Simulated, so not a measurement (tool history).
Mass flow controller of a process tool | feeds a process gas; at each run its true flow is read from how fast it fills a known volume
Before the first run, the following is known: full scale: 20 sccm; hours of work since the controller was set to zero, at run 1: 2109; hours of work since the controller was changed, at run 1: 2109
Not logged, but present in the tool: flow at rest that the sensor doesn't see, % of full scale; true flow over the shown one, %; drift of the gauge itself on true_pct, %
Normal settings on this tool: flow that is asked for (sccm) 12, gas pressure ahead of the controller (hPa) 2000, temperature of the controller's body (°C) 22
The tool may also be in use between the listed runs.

| run | day | flow that is asked for (sccm) | gas pressure ahead of the controller (hPa) | temperature of the controller's body (°C) | hours of work since the controller was set to zero | hours of work since the controller was changed | true flow (%) |
|---|---|---|---|---|---|---|---|
| 1 | 0 | 12 | 2000 | 22 | 2109 | 2109 | 99.83 |
| 2 | 2.35 | 12 | 2000 | 22 | 2148 | 2148 | 99.87 |
| 3 | 5.875 | 12 | 2000 | 22 | 2208 | 2208 | 99.8 |
| 4 | 9.446 | 12 | 2000 | 22 | 2268 | 2268 | 99.77 |
| 5 | 11.196 | 12 | 2000 | 22 | 2298 | 2298 | 99.89 |
| 6 | 14.283 | 12 | 2000 | 22 | 2350 | 2350 | 99.59 |
| 7 | 17.046 | 8 | 2000 | 22 | 2396 | 2396 | 99.7 |
| 8 | 19.883 | 8 | 2000 | 22 | 2444 | 2444 | 99.67 |
| 9 | 23.046 | 12 | 2000 | 40 | 2498 | 2498 | 98.04 |
| 10 | 25.017 | 12 | 2000 | 40 | 2531 | 2531 | 97.95 |
| 11 | 27.038 | 12 | 2000 | 22 | 2565 | 2565 | 99.61 |
| 12 | 29.429 | 12 | 2200 | 22 | 2605 | 2605 | 99.53 |
| 13 | 32.583 | 12 | 2200 | 22 | 2659 | 2659 | 99.32 |
| 14 | 35.9 | 12 | 2200 | 22 | 2714 | 2714 | 99.51 |
| 15 | 38.208 | 12 | 2200 | 22 | 2753 | 2753 | 99.39 |
| 16 | 41.254 | 12 | 2200 | 22 | 2805 | 2805 | 99.44 |
| 17 | 43.671 | 12 | 2200 | 22 | 2846 | 2846 | 99.39 |
| 18 | 45.221 | 12 | 2200 | 22 | 2872 | 2872 | 99.28 |
| 19 | 47.446 | 12 | 2200 | 22 | 2909 | 2909 | 99.36 |
| 20 | 50.679 | 12 | 2000 | 22 | 2964 | 2964 | 99.4 |
| 21 | 54.096 | 12 | 2000 | 22 | 3022 | 3022 | 99.38 |
| 22 | 55.958 | 12 | 2000 | 22 | 3053 | 3053 | 99.25 |
| 23 | 58.071 | 2 | 2000 | 22 | 3089 | 3089 | 98.76 |
| 24 | 61.121 | 2 | 2000 | 22 | 3140 | 3140 | 98.87 |
| 25 | 64.138 | 2 | 2000 | 22 | 3191 | 3191 | 98.69 |
| 26 | 66.983 | 6 | 2000 | 22 | 3239 | 3239 | 98.87 |
| 27 | 68.621 | 8 | 1450 | 23 | 3267 | 3267 | 98.95 |
| 28 | 71.517 | 4 | 2380 | 35 | 3315 | 3315 | 97.31 |
|  | 73.983 | gauge calibrated |
| 29 | 75.146 | 4 | 2380 | 35 | 3377 | 3377 | 98.21 |
| 30 | 78.725 | 4 | 2380 | 25 | 3437 | 3437 | 99.09 |
| 31 | 82.146 | 2 | 2670 | 23 | 3495 | 3495 | 99.06 |
| 32 | 84.971 | 2 | 2670 | 23 | 3542 | 3542 | 98.93 |
| 33 | 88.267 | 11 | 2210 | 21 | 3598 | 3598 | 99.7 |
| 34 | 89.979 | 11 | 1860 | 28 | 3627 | 3627 | 99.25 |
| 35 | 93.125 | 11 | 1860 | 28 | 3680 | 3680 | 99.11 |
| 36 | 95.608 | 11 | 2020 | 36 | 3722 | 3722 | 98.29 |
| 37 | 98.646 | 3 | 1600 | 24 | 3773 | 3773 | 99.09 |
| 38 | 101.929 | 9 | 1600 | 24 | 3829 | 3829 | 99.28 |
| 39 | 105.438 | 2 | 2680 | 34 | 3888 | 3888 | 97.74 |
| 40 | 108.021 | 7 | 2680 | 20 | 3931 | 3931 | 99.36 |
| 41 | 111.054 | 11 | 1950 | 22 | 3983 | 3983 | 99.39 |
| 42 | 113.571 | 11 | 1950 | 22 | 4025 | 4025 | 99.44 |
| 43 | 117.146 | 11 | 1580 | 34 | 4085 | 4085 | 98.36 |
| 44 | 120.267 | 8 | 1460 | 26 | 4138 | 4138 | 98.9 |
| 45 | 122.246 | 13 | 2410 | 28 | 4171 | 4171 | 98.81 |
| 46 | 125.683 | 13 | 2410 | 28 | 4229 | 4229 | 98.74 |
| 47 | 127.996 | 13 | 2410 | 28 | 4268 | 4268 | 98.69 |
| 48 | 131.2 | 12 | 2000 | 29 | 4322 | 4322 | 98.65 |

Here are 3 independent what-if runs from the current tool condition. What would each one return?
| A | 134.075 | 12 | 2110 | 29 | 4371 | 4371 | ? |
| B | 134.075 | 12 | 2000 | 22 | 4371 | 4371 | ? |
| C | 134.075 | 12 | 2000 | 34 | 4371 | 4371 | ? |

| run | true flow (%) |
|---|---|
| A | 98.45 |
| B | 99.22 |
| C | 97.92 |
Take away the tool's hidden state, keep each run's random variation, and the runs would have read:
| run | true flow (%) |
|---|---|
| A | 99.13 |
| B | 99.9 |
| C | 98.6 |
